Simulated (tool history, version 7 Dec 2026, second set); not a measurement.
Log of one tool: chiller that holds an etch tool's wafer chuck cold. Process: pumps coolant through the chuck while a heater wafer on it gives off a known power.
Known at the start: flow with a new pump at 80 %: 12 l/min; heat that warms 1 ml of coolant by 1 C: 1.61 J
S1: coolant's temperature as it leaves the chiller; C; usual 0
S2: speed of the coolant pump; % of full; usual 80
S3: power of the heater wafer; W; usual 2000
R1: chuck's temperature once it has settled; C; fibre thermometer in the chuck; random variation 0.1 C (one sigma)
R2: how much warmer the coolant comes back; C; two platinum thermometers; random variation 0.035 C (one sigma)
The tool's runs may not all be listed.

run 1 day=0 | S1=0 S2=80 S3=2000 | R1=12.9 R2=6.22
run 2 day=5.462 | S1=0 S2=61 S3=2000 | R1=15.5 R2=8.11
run 3 day=8.512 | S1=-9 S2=80 S3=2000 | R1=3.9 R2=6.2
run 4 day=11.25 | S1=-9 S2=80 S3=2000 | R1=4 R2=6.22
run 5 day=16.35 | S1=-9 S2=80 S3=2000 | R1=3.8 R2=6.18
run 6 day=20.667 | S1=7 S2=89 S3=1333 | R1=15 R2=3.77
run 7 day=25.588 | S1=-5 S2=99 S3=1724 | R1=4.5 R2=4.41
run 8 day=29.467 | S1=7 S2=70 S3=1142 | R1=15.1 R2=4.03
run 9 day=33.45 | S1=7 S2=70 S3=1142 | R1=15 R2=4.02
run 10 day=36.108 | S1=4 S2=65 S3=1142 | R1=12.6 R2=4.37

4 ways to go on from here, each from the tool as it stands after run 10. What would each give?
run A day=39.679 | S1=1 S2=66 S3=1433 | R1=? R2=?
run B day=39.679 | S1=9 S2=65 S3=1142 | R1=? R2=?
run C day=39.679 | S1=0 S2=94 S3=1230 | R1=? R2=?
run D day=39.679 | S1=7 S2=91 S3=2219 | R1=? R2=?

run=A R1=11.4 R2=5.38
run=B R1=17.6 R2=4.38
run=C R1=7 R2=3.3
run=D R1=20 R2=6.12
Without the tool's hidden state the same runs would have given:
run=A R1=11.4 R2=5.37
run=B R1=17.5 R2=4.37
run=C R1=7 R2=3.3
run=D R1=19.9 R2=6.11
